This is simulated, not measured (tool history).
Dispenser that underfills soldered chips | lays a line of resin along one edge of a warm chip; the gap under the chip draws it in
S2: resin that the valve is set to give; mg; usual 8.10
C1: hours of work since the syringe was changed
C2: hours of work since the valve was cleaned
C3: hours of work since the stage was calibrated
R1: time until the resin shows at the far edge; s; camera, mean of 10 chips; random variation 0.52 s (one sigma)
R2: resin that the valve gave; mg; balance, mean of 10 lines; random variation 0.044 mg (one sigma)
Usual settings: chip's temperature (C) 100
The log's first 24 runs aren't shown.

{"run": 25, "hour": 163.5, "chip's temperature (C)": 86, "S2": 10.09, "C1": 10, "C2": 33, "C3": 311, "R1": 169.2, "R2": 9.81}
{"hour": 166.2, "done": "new syringe of resin"}
{"run": 26, "hour": 168.2, "chip's temperature (C)": 99, "S2": 10.29, "C1": 1, "C2": 36, "C3": 314, "R1": 48.4, "R2": 9.95}
{"run": 27, "hour": 174.2, "chip's temperature (C)": 115, "S2": 7.05, "C1": 5, "C2": 40, "C3": 318, "R1": 36.6, "R2": 6.81}
{"run": 28, "hour": 182.3, "chip's temperature (C)": 115, "S2": 7.05, "C1": 10, "C2": 45, "C3": 323, "R1": 57.7, "R2": 6.79}
{"hour": 184.5, "done": "new syringe of resin"}
{"run": 29, "hour": 192.1, "chip's temperature (C)": 113, "S2": 7.05, "C1": 5, "C2": 51, "C3": 329, "R1": 39.2, "R2": 6.73}
{"run": 30, "hour": 198.0, "chip's temperature (C)": 103, "S2": 7.09, "C1": 8, "C2": 55, "C3": 332, "R1": 76.9, "R2": 6.76}
{"hour": 202.7, "done": "new syringe of resin"}
{"run": 31, "hour": 207.0, "chip's temperature (C)": 100, "S2": 9.38, "C1": 3, "C2": 60, "C3": 338, "R1": 52.5, "R2": 8.8}
{"run": 32, "hour": 216.8, "chip's temperature (C)": 107, "S2": 10.39, "C1": 9, "C2": 66, "C3": 344, "R1": 64.8, "R2": 9.89}

3 ways to go on from here, each from the tool as it stands after run 32. What would each give?
{"hour": 221.1, "done": "new syringe of resin"}
{"run": "A", "hour": 224.9, "chip's temperature (C)": 85, "S2": 8.89, "C1": 2, "C2": 71, "C3": 349, "R1": "?", "R2": "?"}
{"hour": 221.1, "done": "new syringe of resin"}
{"run": "B", "hour": 224.9, "chip's temperature (C)": 91, "S2": 9.35, "C1": 2, "C2": 71, "C3": 349, "R1": "?", "R2": "?"}
{"hour": 221.1, "done": "new syringe of resin"}
{"run": "C", "hour": 224.9, "chip's temperature (C)": 90, "S2": 10.37, "C1": 2, "C2": 71, "C3": 349, "R1": "?", "R2": "?"}

run=A R1=93.1 R2=8.38
run=B R1=72.4 R2=8.78
run=C R1=75.0 R2=9.71
Without the tool's hidden state the same runs would have given:
run=A R1=78.2 R2=8.94
run=B R1=61.0 R2=9.37
run=C R1=63.3 R2=10.35

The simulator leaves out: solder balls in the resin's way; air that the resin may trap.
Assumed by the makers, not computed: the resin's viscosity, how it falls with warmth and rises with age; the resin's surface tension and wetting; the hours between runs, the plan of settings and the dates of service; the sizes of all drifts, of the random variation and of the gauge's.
